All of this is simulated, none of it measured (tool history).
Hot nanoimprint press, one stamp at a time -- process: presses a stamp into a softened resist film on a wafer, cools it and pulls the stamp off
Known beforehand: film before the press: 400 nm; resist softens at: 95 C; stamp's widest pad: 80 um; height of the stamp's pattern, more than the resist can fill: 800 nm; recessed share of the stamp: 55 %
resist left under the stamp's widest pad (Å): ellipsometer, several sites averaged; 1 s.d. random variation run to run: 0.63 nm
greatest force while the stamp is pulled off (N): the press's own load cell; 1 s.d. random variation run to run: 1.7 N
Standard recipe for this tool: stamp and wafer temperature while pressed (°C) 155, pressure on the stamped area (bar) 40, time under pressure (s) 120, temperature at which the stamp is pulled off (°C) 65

run,hour,stamp and wafer temperature while pressed (°C),pressure on the stamped area (bar),time under pressure (s),temperature at which the stamp is pulled off (°C),resist left under the stamp's widest pad (Å),greatest force while the stamp is pulled off (N)
1,0,155,40,120,65,1869,229
2,8.5,155,40,120,65,1846,230
3,19.5,155,40,120,65,1860,231
4,28.9,155,40,120,65,1858,228
5,36.7,155,40,120,65,1854,232
6,47.3,155,40,120,65,1876,232
7,57.6,155,40,120,65,1875,231
8,69.6,155,40,120,65,1853,232
9,78.6,155,26.5,120,65,2183,229
10,89.9,155,26.5,120,65,2183,227
11,97,155,26.5,120,65,2190,225
12,104.6,155,40,120,63,1880,238
13,115.3,155,40,120,63,1892,235
14,122.9,146,58.6,121,58,2358,248
15,130.8,157,59.5,120,69,1467,223
16,138.9,155,40,144,65,1752,230
17,144,145,40,144,69,2609,220
18,150.5,155,40,120,64,1890,233
19,158,155,40,120,64,1896,231
# hour 165.5: gauge calibrated
20,168.5,157,40,120,52,1716,265
21,173.5,157,40,120,52,1713,260
22,179.7,157,40,120,52,1698,262
23,188.3,157,40,225,73,1314,212
24,198.8,155,55.1,136,60,1546,244
25,206.7,144,38.7,95,57,2992,248

For some of the steps in resist left under the stamp's widest pad (Å) from one run to the next: how much would appear even if the tool had no hidden state, given the settings, what came in and random variation, and how much remains for the hidden state plus any gauge scatter that the measured result and the result without hidden state don't share?
The tool's hidden condition here consists of: true temperature over the reading, C; pressure that arrives at the usual setting, %; grip of the stamp's worn release coat, % over a new coat's; drift of the gauge itself on residual_nm, %; drift of the gauge itself on pull_off_n, %.
Run 14 -> 15: stamp and wafer temperature while pressed (°C) 146 -> 157, pressure on the stamped area (bar) 58.6 -> 59.5, time under pressure (s) 121 -> 120, temperature at which the stamp is pulled off (°C) 58 -> 69. resist left under the stamp's widest pad (Å) -891: hidden state -15, all else -876.
Run 16 -> 17: stamp and wafer temperature while pressed (°C) 155 -> 145, temperature at which the stamp is pulled off (°C) 65 -> 69. resist left under the stamp's widest pad (Å) +857: hidden state +19, all else +838.
Run 19 -> 20: stamp and wafer temperature while pressed (°C) 155 -> 157, temperature at which the stamp is pulled off (°C) 64 -> 52, gauge calibrated. resist left under the stamp's widest pad (Å) -180: hidden state -44, all else -136.
Run 24 -> 25: stamp and wafer temperature while pressed (°C) 155 -> 144, pressure on the stamped area (bar) 55.1 -> 38.7, time under pressure (s) 136 -> 95, temperature at which the stamp is pulled off (°C) 60 -> 57. resist left under the stamp's widest pad (Å) +1446: hidden state +11, all else +1435.
